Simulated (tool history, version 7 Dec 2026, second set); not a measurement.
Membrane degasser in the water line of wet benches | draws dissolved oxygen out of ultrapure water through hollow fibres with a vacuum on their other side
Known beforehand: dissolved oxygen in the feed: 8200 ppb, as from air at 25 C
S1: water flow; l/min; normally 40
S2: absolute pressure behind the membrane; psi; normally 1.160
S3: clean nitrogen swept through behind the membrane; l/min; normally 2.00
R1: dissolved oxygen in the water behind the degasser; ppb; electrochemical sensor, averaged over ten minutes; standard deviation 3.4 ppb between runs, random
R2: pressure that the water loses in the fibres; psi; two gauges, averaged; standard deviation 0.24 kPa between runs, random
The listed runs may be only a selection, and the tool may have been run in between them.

| run | day | S1 | S2 | S3 | R1 | R2 |
|---|---|---|---|---|---|---|
| 1 | 0.000 | 40 | 1.160 | 2.00 | 357.3 | 9.445 |
| 2 | 4.517 | 40 | 1.160 | 2.00 | 359.8 | 9.455 |
| 3 | 13.858 | 40 | 1.160 | 2.00 | 361.2 | 9.543 |
| 4 | 19.917 | 40 | 1.160 | 2.00 | 356.6 | 9.452 |
| 5 | 28.542 | 40 | 1.160 | 2.00 | 360.0 | 9.459 |
| 6 | 36.096 | 40 | 1.160 | 2.00 | 363.3 | 9.586 |
| 7 | 46.421 | 40 | 1.160 | 2.00 | 367.3 | 9.572 |
| 8 | 56.817 | 40 | 1.160 | 2.00 | 372.4 | 9.668 |
| 9 | 62.058 | 40 | 1.160 | 2.00 | 376.0 | 9.667 |
| 10 | 71.883 | 62 | 2.543 | 2.00 | 1095.3 | 15.098 |
| 11 | 80.871 | 55 | 2.305 | 2.00 | 902.5 | 13.438 |
| 12 | 91.312 | 55 | 2.305 | 2.00 | 929.9 | 13.473 |
|  | 91.925 | vacuum gauge calibrated |
| 13 | 96.608 | 32 | 1.488 | 2.39 | 352.4 | 7.790 |
| 14 | 107.179 | 32 | 1.453 | 5.54 | 226.1 | 7.877 |
| 15 | 116.150 | 40 | 1.160 | 5.75 | 255.8 | 9.858 |
|  | 121.488 | vacuum gauge calibrated, once more |
| 16 | 123.329 | 40 | 2.061 | 1.56 | 721.5 | 9.880 |
| 17 | 127.829 | 52 | 1.160 | 1.65 | 526.8 | 12.862 |
| 18 | 134.992 | 55 | 1.160 | 1.65 | 557.4 | 13.615 |

Some steps in R1 between neighbouring runs. How much of each would the tool show without its hidden state too (settings, what came in, random variation), and how much is left for the hidden state, with any gauge scatter that isn't in both results?
What the log doesn't record here: membrane still open, %; true pressure behind the membrane over the reading, kPa; air that leaks in behind the membrane, l/min; drift of the gauge itself on oxygen_ppb, %; drift of the gauge itself on loss_of_pressure_kpa, %.
Run 9 -> 10: S1 40 -> 62, S2 1.160 -> 2.543. R1 +719.3 ppb: hidden state +14.4, all else +704.9.
